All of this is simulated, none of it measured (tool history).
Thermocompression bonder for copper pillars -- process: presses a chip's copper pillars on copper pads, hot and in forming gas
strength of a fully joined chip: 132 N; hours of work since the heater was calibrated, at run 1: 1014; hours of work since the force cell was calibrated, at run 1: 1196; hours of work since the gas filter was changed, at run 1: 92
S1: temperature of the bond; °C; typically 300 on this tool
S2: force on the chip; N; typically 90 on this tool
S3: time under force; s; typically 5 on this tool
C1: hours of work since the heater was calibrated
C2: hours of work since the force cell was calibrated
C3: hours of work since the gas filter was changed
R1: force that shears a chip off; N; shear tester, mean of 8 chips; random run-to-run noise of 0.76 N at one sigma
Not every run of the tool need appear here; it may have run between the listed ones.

{"run": 1, "day": 0.0, "S1": 300, "S2": 90, "S3": 5, "C1": 1014, "C2": 1196, "C3": 92, "R1": 44.9}
{"day": 1.196, "done": "heater calibrated with a thermocouple chip"}
{"run": 2, "day": 1.533, "S1": 285, "S2": 90, "S3": 5, "C1": 5, "C2": 1220, "C3": 115, "R1": 43}
{"run": 3, "day": 3.462, "S1": 300, "S2": 90, "S3": 5, "C1": 37, "C2": 1251, "C3": 146, "R1": 53.6}
{"run": 4, "day": 4.942, "S1": 300, "S2": 61, "S3": 5, "C1": 60, "C2": 1275, "C3": 170, "R1": 33.8}
{"run": 5, "day": 6.533, "S1": 300, "S2": 61, "S3": 5, "C1": 86, "C2": 1300, "C3": 196, "R1": 32.9}
{"day": 7.288, "done": "forming gas filter changed"}
{"run": 6, "day": 7.758, "S1": 300, "S2": 61, "S3": 5, "C1": 105, "C2": 1320, "C3": 8, "R1": 34.7}
{"run": 7, "day": 9.512, "S1": 300, "S2": 61, "S3": 5, "C1": 134, "C2": 1348, "C3": 36, "R1": 34.6}
{"run": 8, "day": 10.85, "S1": 300, "S2": 61, "S3": 5, "C1": 155, "C2": 1369, "C3": 57, "R1": 33.6}
{"run": 9, "day": 12.683, "S1": 300, "S2": 61, "S3": 5, "C1": 185, "C2": 1399, "C3": 87, "R1": 33}
{"run": 10, "day": 14.554, "S1": 320, "S2": 70, "S3": 7, "C1": 215, "C2": 1429, "C3": 117, "R1": 57.7}
{"run": 11, "day": 15.533, "S1": 287, "S2": 78, "S3": 5, "C1": 231, "C2": 1445, "C3": 133, "R1": 34.3}
{"run": 12, "day": 16.492, "S1": 296, "S2": 90, "S3": 6, "C1": 246, "C2": 1460, "C3": 148, "R1": 51.1}
{"run": 13, "day": 17.871, "S1": 330, "S2": 110, "S3": 7, "C1": 268, "C2": 1482, "C3": 170, "R1": 90.5}
{"run": 14, "day": 19.025, "S1": 300, "S2": 77, "S3": 3, "C1": 287, "C2": 1501, "C3": 189, "R1": 33.3}
{"day": 20.221, "done": "forming gas filter changed"}
{"run": 15, "day": 20.367, "S1": 300, "S2": 85, "S3": 3, "C1": 308, "C2": 1522, "C3": 2, "R1": 40.3}
{"run": 16, "day": 21.321, "S1": 278, "S2": 74, "S3": 4, "C1": 323, "C2": 1538, "C3": 18, "R1": 26.5}
{"run": 17, "day": 23.508, "S1": 318, "S2": 99, "S3": 4, "C1": 359, "C2": 1573, "C3": 53, "R1": 64.1}

Predict each of these 4 candidate next runs independently; none follows another, all start after run 17:
{"run": "A", "day": 24.55, "S1": 311, "S2": 104, "S3": 7, "C1": 375, "C2": 1590, "C3": 70, "R1": "?"}
{"run": "B", "day": 24.55, "S1": 313, "S2": 115, "S3": 3, "C1": 375, "C2": 1590, "C3": 70, "R1": "?"}
{"run": "C", "day": 24.55, "S1": 279, "S2": 99, "S3": 4, "C1": 375, "C2": 1590, "C3": 70, "R1": "?"}
{"run": "D", "day": 24.55, "S1": 275, "S2": 99, "S3": 10, "C1": 375, "C2": 1590, "C3": 70, "R1": "?"}

run=A R1=75.1
run=B R1=65.1
run=C R1=37.7
run=D R1=50.3
Take away the tool's hidden state, keep each run's random variation, and the runs would have read:
run=A R1=84.1
run=B R1=73.5
run=C R1=43.9
run=D R1=58.1
